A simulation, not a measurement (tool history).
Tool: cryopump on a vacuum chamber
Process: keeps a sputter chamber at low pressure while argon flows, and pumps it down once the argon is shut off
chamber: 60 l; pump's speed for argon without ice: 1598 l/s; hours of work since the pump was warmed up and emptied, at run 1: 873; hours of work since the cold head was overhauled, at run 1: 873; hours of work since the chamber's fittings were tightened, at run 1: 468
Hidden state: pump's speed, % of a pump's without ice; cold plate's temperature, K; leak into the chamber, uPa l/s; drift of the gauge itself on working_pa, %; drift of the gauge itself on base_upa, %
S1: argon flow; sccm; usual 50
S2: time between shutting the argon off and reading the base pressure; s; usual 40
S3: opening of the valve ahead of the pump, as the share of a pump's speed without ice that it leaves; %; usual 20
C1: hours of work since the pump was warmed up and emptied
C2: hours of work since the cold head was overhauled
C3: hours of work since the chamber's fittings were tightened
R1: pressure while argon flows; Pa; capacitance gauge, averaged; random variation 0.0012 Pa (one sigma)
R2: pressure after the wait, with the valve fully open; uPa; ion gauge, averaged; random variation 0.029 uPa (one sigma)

Run 1, day 0: usual settings; C1 873; C2 873; C3 468. Result: R1 0.285 Pa, R2 1.85 uPa.
Run 2, day 2.408: usual settings but S3 28 %; C1 924; C2 924; C3 519. Result: R1 0.208 Pa, R2 1.89 uPa.
Run 3, day 4.617: usual settings but S3 28 %; C1 971; C2 971; C3 566. Result: R1 0.2093 Pa, R2 1.93 uPa.
Run 4, day 6.283: usual settings but S3 28 %; C1 1006; C2 1006; C3 602. Result: R1 0.2108 Pa, R2 1.96 uPa.
Run 5, day 7.454: usual settings but S3 28 %; C1 1031; C2 1031; C3 627. Result: R1 0.2119 Pa, R2 1.95 uPa.
Run 6, day 9.629: usual settings but S3 28 %; C1 1077; C2 1077; C3 673. Result: R1 0.2146 Pa, R2 2.01 uPa.
Run 7, day 11.325: usual settings but S3 28 %; C1 1113; C2 1113; C3 709. Result: R1 0.2141 Pa, R2 2.06 uPa.
At day 12.333: pump warmed up, emptied and cooled again.
Run 8, day 13.621: usual settings but S2 125 s, S3 59 %; C1 27; C2 1158; C3 753. Result: R1 0.0902 Pa, R2 0.99 uPa.
Run 9, day 16.233: usual settings but S2 125 s, S3 59 %; C1 83; C2 1213; C3 809. Result: R1 0.0914 Pa, R2 1 uPa.
Run 10, day 17.446: usual settings but S2 95 s, S3 35 %; C1 109; C2 1239; C3 834. Result: R1 0.1545 Pa, R2 1.12 uPa.

Forecast each of these 4 alternatives for the next run:
Run A, day 19.638: usual settings but S1 54 sccm, S2 95 s, S3 35 %; C1 155; C2 1285; C3 881. Result: R1 ?, R2 ?.
Run B, day 19.638: usual settings but S2 24 s; C1 155; C2 1285; C3 881. Result: R1 ?, R2 ?.
Run C, day 19.638: usual settings but S1 23 sccm, S3 39 %; C1 155; C2 1285; C3 881. Result: R1 ?, R2 ?.
Run D, day 19.638: usual settings but S2 292 s, S3 24 %; C1 155; C2 1285; C3 881. Result: R1 ?, R2 ?.

run      R1    R2
  A  0.1676  1.18
  B  0.2685  2.71
  C  0.0635  1.86
  D  0.2232  0.84
Without the tool's hidden state the same runs would have given:
run      R1    R2
  A  0.1637   0.7
  B   0.265  2.23
  C  0.0618  1.38
  D  0.2197  0.36
